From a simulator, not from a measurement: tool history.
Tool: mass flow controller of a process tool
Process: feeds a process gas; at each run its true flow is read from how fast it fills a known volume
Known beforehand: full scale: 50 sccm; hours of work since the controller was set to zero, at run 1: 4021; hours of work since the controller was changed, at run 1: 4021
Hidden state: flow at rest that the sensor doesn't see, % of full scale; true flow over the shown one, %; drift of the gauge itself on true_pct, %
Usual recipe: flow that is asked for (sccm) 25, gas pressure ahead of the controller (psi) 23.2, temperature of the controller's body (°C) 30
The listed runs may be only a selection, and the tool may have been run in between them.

run    hour  flow that is asked for (sccm)  gas pressure ahead of the controller (psi)  temperature of the controller's body (°C)  hours of work since the controller was set to zero  hours of work since the controller was changed  true flow (%)
  1       0                             25                                        23.2                                         30                                                4021                                            4021          99.18
  2   526.2                             25                                        23.2                                         30                                                4392                                            4392          99.16
      693.2  -- controller's zero set anew
  3  1021.9                             25                                        23.2                                         30                                                 232                                            4741          99.19
  4  1500.3                             25                                        23.2                                         30                                                 569                                            5078          99.12
  5  1953.7                             25                                        23.2                                         30                                                 889                                            5398          99.12
  6  2491.6                             25                                        23.2                                         30                                                1268                                            5777          99.24
  7  2834.9                             25                                        23.2                                         30                                                1510                                            6019          99.14
  8  3274.1                             25                                        23.2                                         30                                                1820                                            6329           99.2
  9  3557.6                             25                                        33.2                                         30                                                2020                                            6529          98.83
 10  4084.7                             25                                        33.2                                         30                                                2391                                            6901           98.9
 11  4501.1                             25                                        33.2                                         30                                                2685                                            7194          98.93
 12  4756.2                             25                                        33.2                                         30                                                2865                                            7374          98.82
 13  5188.9                             25                                        33.2                                         30                                                3170                                            7679          98.87
 14  5556.6                             48                                        22.3                                         30                                                3429                                            7938          99.82
 15  5860.7                              7                                        32.8                                         25                                                3644                                            8153          98.62
 16    6366                             25                                        23.2                                         27                                                4000                                            8509          99.23
 17  6876.6                             18                                        31.2                                         39                                                4360                                            8869          98.12
     7051.3  -- controller's zero set anew
 18  7276.6                              8                                        29.7                                         21                                                 159                                            9151          99.04
 19  7504.3                             25                                        22.6                                         30                                                 319                                            9311          99.07
 20    7769                             13                                        22.6                                         23                                                 506                                            9498          99.37
 21  8052.1                             13                                        22.6                                         23                                                 706                                            9698          99.43
 22  8272.3                             13                                        22.6                                         23                                                 861                                            9853          99.42
 23  8685.9                             13                                        22.6                                         26                                                1153                                           10144          99.02
     9049.7  -- controller exchanged for a calibrated one
 24  9097.4                              5                                          22                                         26                                                  34                                              34          99.05
 25  9587.7                             32                                        30.2                                         26                                                 379                                             379          99.48

Below are 5 alternative next runs, each starting from the tool's condition after run 25. Predict each:
  A  10021.4                             25                                        37.3                                         29                                                 685                                             685              ?
  B  10021.4                             32                                        30.2                                         38                                                 685                                             685              ?
  C  10021.4                             13                                        37.7                                         22                                                 685                                             685              ?
  D  10021.4                             27                                        30.2                                         20                                                 685                                             685              ?
  E  10021.4                              6                                        30.2                                         26                                                 685                                             685              ?

run  true flow (%)
  A          98.76
  B          98.62
  C          98.94
  D          99.62
  E          98.76
Had the tool no hidden state, the same runs would have come out as:
run  true flow (%)
  A          98.76
  B          98.62
  C          98.94
  D          99.63
  E          98.77
